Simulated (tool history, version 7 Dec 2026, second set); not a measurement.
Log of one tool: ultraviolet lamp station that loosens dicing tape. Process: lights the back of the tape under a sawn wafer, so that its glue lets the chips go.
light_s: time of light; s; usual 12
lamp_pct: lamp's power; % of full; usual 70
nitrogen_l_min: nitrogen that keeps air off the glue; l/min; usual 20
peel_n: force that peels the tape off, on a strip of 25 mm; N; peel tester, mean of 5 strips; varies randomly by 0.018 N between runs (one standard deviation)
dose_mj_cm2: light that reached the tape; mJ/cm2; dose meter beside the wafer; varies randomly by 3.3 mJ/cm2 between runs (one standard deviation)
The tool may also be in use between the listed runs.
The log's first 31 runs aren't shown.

run,hour,light_s,lamp_pct,nitrogen_l_min,hours of work of the lamp,hours of work since the window was cleaned,peel_n,dose_mj_cm2
32,286.3,11,96,24,366,173,0.785,521
33,294,11,96,24,370,177,0.816,517
34,303.8,14,70,28,376,183,0.921,480
35,314,14,70,23,382,189,0.96,477
36,320,23,79,10,385,192,0.348,879
37,330.3,23,79,10,391,198,0.348,888
38,339,23,79,10,396,203,0.362,875
39,350.3,12,61,29,403,209,1.66,347
40,358,12,71,29,407,214,1.273,407

Here are 5 independent what-if runs from the current tool condition. What would each one return?
A,366.2,6,86,20,412,219,?,?
B,366.2,8,66,29,412,219,?,?
C,366.2,14,70,18,412,219,?,?
D,366.2,7,71,29,412,219,?,?
E,366.2,12,66,29,412,219,?,?

run,peel_n,dose_mj_cm2
A,3.116,244
B,2.721,249
C,1.177,462
D,2.805,235
E,1.49,372
What these runs would have given with no unlogged condition in the tool:
run,peel_n,dose_mj_cm2
A,2.228,315
B,1.888,322
C,0.669,598
D,1.985,303
E,0.883,481
